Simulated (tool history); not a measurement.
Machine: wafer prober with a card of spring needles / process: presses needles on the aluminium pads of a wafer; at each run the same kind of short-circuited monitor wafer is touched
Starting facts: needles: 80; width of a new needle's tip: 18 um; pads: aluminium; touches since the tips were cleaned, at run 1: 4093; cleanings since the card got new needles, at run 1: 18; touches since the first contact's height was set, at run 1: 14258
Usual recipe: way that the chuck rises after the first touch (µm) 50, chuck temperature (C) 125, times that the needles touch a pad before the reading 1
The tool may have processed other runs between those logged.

run	hour	way that the chuck rises after the first touch (µm)	chuck temperature (C)	times that the needles touch a pad before the reading	touches since the tips were cleaned	cleanings since the card got new needles	touches since the first contact's height was set	resistance of one needle with its contact and lead (mohm)	way that a needle slides on the pad (µm)
1	0	50	125	1	4093	18	14258	463	7.34
# hour 2.6: tips cleaned on abrasive film
2	14.6	50	125	1	3008	19	17881	411	7.35
# hour 21.3: tips cleaned on abrasive film
3	31.2	56	125	1	2477	20	22006	347	8.26
# hour 39.8: tips cleaned on abrasive film
4	43.3	56	125	1	865	21	25012	240	8.21
5	53	56	50	1	3310	21	27457	376	8.22
# hour 59.1: tips cleaned on abrasive film
6	64.7	56	50	1	1408	22	30361	288	8.23
7	75.5	56	50	1	4109	22	33062	416	8.23
# hour 78.7: tips cleaned on abrasive film
8	90.6	50	125	1	2968	23	36807	407	7.29
# hour 97.7: tips cleaned on abrasive film
9	105.7	50	125	1	2004	24	40572	358	7.29
# hour 116.2: tips cleaned on abrasive film
10	116.2	50	125	2	0	25	43163	186	7.25
11	133.9	50	125	2	4435	25	47598	361	7.25
# hour 135.1: tips cleaned on abrasive film
12	142.5	50	125	1	1829	26	49713	362	7.23
# hour 153.8: tips cleaned on abrasive film
13	155.7	50	125	2	465	27	52994	212	7.25
14	169.9	50	125	2	4041	27	56570	351	7.21
# hour 173.1: tips cleaned on abrasive film
15	188	50	125	1	3739	28	61071	459	7.21
# hour 191.9: tips cleaned on abrasive film
16	199.2	50	125	1	1817	29	63833	371	7.17
# hour 210.5: tips cleaned on abrasive film
17	216.2	50	125	1	1433	30	68075	328	7.19
# hour 229.1: tips cleaned on abrasive film
18	233.2	50	125	1	1004	31	72292	303	7.16
19	247	50	125	1	4466	31	75754	499	7.12
# hour 248.6: tips cleaned on abrasive film
20	256.9	50	125	1	2071	32	78200	369	7.14
# hour 267: tips cleaned on abrasive film
21	270.6	35	125	3	905	33	81624	282	4.91
# hour 277.1: height of the first contact set anew
22	278.7	35	125	3	2846	33	404	366	5.18
# hour 286.5: tips cleaned on abrasive film
23	289	38	38	3	610	34	2945	223	5.63
# hour 305: tips cleaned on abrasive film
24	307.5	64	26	1	613	35	7554	209	9.44
25	318.8	64	26	1	3459	35	10400	341	9.46
# hour 323.9: tips cleaned on abrasive film
26	334.4	32	50	1	2645	36	14276	803	4.7
# hour 342.6: tips cleaned on abrasive film
27	351.6	32	50	1	2262	37	18554	768	4.66
# hour 361.5: tips cleaned on abrasive film
28	369.9	32	50	1	2089	38	23095	733	4.65
# hour 381.1: tips cleaned on abrasive film
29	382.5	31	39	3	366	39	26246	245	4.48
30	397.7	31	39	3	4170	39	30050	520	4.5
# hour 399.4: tips cleaned on abrasive film
31	406.2	56	39	3	1709	40	32147	201	8.14
32	414.7	45	125	1	3831	40	34269	557	6.55
# hour 417.6: tips cleaned on abrasive film
33	427.5	45	125	1	2491	41	37449	486	6.51
# hour 435.9: tips cleaned on abrasive film
34	440.4	45	125	1	1124	42	40645	366	6.51

Below are 4 alternative next runs, each starting from the tool's condition after run 34. Predict each:
A	451.3	47	125	1	3869	42	43390	?	?
B	451.3	34	125	1	3869	42	43390	?	?
C	451.3	45	90	1	3869	42	43390	?	?
D	451.3	50	86	3	3869	42	43390	?	?

run	resistance of one needle with its contact and lead (mohm)	way that a needle slides on the pad (µm)
A	538	6.83
B	882	4.89
C	593	6.52
D	285	7.24
Without the tool's unlogged condition, the same runs would have read:
run	resistance of one needle with its contact and lead (mohm)	way that a needle slides on the pad (µm)
A	166	6.98
B	184	5.03
C	163	6.67
D	156	7.39
